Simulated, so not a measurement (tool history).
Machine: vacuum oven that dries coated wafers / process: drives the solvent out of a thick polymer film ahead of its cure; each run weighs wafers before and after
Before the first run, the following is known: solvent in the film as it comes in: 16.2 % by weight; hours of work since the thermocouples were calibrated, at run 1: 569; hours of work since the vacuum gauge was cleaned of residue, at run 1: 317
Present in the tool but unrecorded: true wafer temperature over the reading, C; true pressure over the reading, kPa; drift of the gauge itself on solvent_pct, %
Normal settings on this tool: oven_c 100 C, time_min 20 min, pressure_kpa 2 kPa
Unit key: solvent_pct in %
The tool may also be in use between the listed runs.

run,hour,oven_c,time_min,pressure_kpa,hours of work since the thermocouples were calibrated,hours of work since the vacuum gauge was cleaned of residue,solvent_pct
1,0,100,20,2,569,317,1.22
2,12.1,100,20,2,576,324,1.27
3,30.3,88,20,2,586,334,3.03
4,43.3,88,20,2,594,342,3.05
5,57.1,100,20,2,601,350,1.24
6,78,100,20,2,614,362,1.22
7,94.2,100,20,2,623,371,1.24
# hour 103.5: oven's thermocouples calibrated
8,116.3,100,20,2,7,383,1.17
9,128.6,100,19,2,15,390,1.28
10,143.1,111,19,2.14,23,398,0.65
11,163.5,110,20,2.72,35,410,0.85
# hour 167.1: vacuum gauge cleaned of residue and calibrated
12,179,110,20,2.72,43,7,0.78
13,188.5,102,20,2,48,12,1.1
14,204.2,97,32,5.74,57,21,2.46
15,219.3,97,32,5.74,66,30,2.54
16,236.5,97,32,5.74,76,40,2.51
# hour 249.9: vacuum gauge cleaned of residue and calibrated, once more
17,257.1,99,20,2,87,4,1.2

Results for each run, recomputed without the tool's hidden state and with each run's random variation untouched:
run,solvent_pct
1,1.16
2,1.21
3,2.93
4,2.94
5,1.17
6,1.15
7,1.16
8,1.12
9,1.24
10,0.61
11,0.81
12,0.72
13,1.02
14,2.38
15,2.44
16,2.42
17,1.2

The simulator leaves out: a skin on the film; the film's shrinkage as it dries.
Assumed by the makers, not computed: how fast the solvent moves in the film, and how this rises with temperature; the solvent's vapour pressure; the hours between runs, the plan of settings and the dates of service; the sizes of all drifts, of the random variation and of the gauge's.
